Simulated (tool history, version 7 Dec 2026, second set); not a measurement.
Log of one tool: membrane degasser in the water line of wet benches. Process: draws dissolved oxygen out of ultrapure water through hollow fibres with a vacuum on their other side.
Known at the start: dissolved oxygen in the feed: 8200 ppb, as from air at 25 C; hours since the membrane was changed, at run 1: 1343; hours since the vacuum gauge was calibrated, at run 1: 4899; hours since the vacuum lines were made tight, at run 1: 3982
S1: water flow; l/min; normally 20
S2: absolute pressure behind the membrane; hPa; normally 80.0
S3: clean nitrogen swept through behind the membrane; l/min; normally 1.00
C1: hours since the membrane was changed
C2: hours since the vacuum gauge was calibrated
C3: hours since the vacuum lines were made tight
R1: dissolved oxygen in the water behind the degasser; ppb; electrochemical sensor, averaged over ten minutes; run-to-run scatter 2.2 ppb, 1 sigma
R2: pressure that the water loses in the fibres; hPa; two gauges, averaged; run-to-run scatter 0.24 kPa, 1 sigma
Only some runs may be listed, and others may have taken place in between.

{"run": 1, "hour": 0.0, "S1": 20, "S2": 80.0, "S3": 1.0, "C1": 1343, "C2": 4899, "C3": 3982, "R1": 222.8, "R2": 612.0}
{"run": 2, "hour": 71.8, "S1": 20, "S2": 80.0, "S3": 1.0, "C1": 1415, "C2": 4971, "C3": 4053, "R1": 221.6, "R2": 615.5}
{"run": 3, "hour": 142.1, "S1": 20, "S2": 80.0, "S3": 0.48, "C1": 1485, "C2": 5041, "C3": 4124, "R1": 407.6, "R2": 614.7}
{"run": 4, "hour": 176.9, "S1": 20, "S2": 80.0, "S3": 1.0, "C1": 1520, "C2": 5076, "C3": 4159, "R1": 224.8, "R2": 613.9}
{"run": 5, "hour": 252.7, "S1": 20, "S2": 80.0, "S3": 1.0, "C1": 1596, "C2": 5152, "C3": 4234, "R1": 227.6, "R2": 609.6}
{"run": 6, "hour": 307.0, "S1": 15, "S2": 80.0, "S3": 1.0, "C1": 1650, "C2": 5206, "C3": 4289, "R1": 175.6, "R2": 459.2}
{"run": 7, "hour": 363.2, "S1": 15, "S2": 80.0, "S3": 1.0, "C1": 1707, "C2": 5263, "C3": 4345, "R1": 171.1, "R2": 460.9}
{"run": 8, "hour": 427.7, "S1": 15, "S2": 80.0, "S3": 1.0, "C1": 1771, "C2": 5327, "C3": 4409, "R1": 174.2, "R2": 461.1}
{"run": 9, "hour": 492.2, "S1": 15, "S2": 80.0, "S3": 1.0, "C1": 1836, "C2": 5391, "C3": 4474, "R1": 175.2, "R2": 460.5}
{"run": 10, "hour": 542.7, "S1": 16, "S2": 80.0, "S3": 1.0, "C1": 1886, "C2": 5442, "C3": 4524, "R1": 184.3, "R2": 490.1}
{"run": 11, "hour": 607.4, "S1": 16, "S2": 80.0, "S3": 1.0, "C1": 1951, "C2": 5507, "C3": 4589, "R1": 187.9, "R2": 488.7}
{"run": 12, "hour": 663.1, "S1": 15, "S2": 80.0, "S3": 0.66, "C1": 2006, "C2": 5562, "C3": 4645, "R1": 244.3, "R2": 461.1}
{"run": 13, "hour": 711.1, "S1": 18, "S2": 80.0, "S3": 1.47, "C1": 2054, "C2": 5610, "C3": 4693, "R1": 148.3, "R2": 555.0}
{"run": 14, "hour": 759.7, "S1": 20, "S2": 80.0, "S3": 0.92, "C1": 2103, "C2": 5659, "C3": 4741, "R1": 238.1, "R2": 613.5}
{"run": 15, "hour": 824.0, "S1": 26, "S2": 68.7, "S3": 1.02, "C1": 2167, "C2": 5723, "C3": 4806, "R1": 221.9, "R2": 800.1}
{"run": 16, "hour": 908.9, "S1": 26, "S2": 68.7, "S3": 1.0, "C1": 2252, "C2": 5808, "C3": 4891, "R1": 219.8, "R2": 799.3}
{"run": 17, "hour": 950.7, "S1": 26, "S2": 68.7, "S3": 1.0, "C1": 2294, "C2": 5850, "C3": 4932, "R1": 219.9, "R2": 800.3}
{"run": 18, "hour": 1024.5, "S1": 19, "S2": 187.8, "S3": 0.97, "C1": 2368, "C2": 5924, "C3": 5006, "R1": 654.2, "R2": 580.2}
{"run": 19, "hour": 1074.7, "S1": 19, "S2": 187.8, "S3": 0.97, "C1": 2418, "C2": 5974, "C3": 5056, "R1": 647.6, "R2": 586.9}
{"run": 20, "hour": 1109.5, "S1": 19, "S2": 187.8, "S3": 0.97, "C1": 2453, "C2": 6009, "C3": 5091, "R1": 648.0, "R2": 586.6}

Expected results for the next run?
{"run": 21, "hour": 1151.2, "S1": 20, "S2": 51.5, "S3": 1.0, "C1": 2495, "C2": 6051, "C3": 5133, "R1": "?", "R2": "?"}

Logged for run 21: R1 102.8 ppb, R2 615.5 hPa.
Had the tool carried no hidden state, the very same run would have given R1 89.0 ppb, R2 609.9 hPa.

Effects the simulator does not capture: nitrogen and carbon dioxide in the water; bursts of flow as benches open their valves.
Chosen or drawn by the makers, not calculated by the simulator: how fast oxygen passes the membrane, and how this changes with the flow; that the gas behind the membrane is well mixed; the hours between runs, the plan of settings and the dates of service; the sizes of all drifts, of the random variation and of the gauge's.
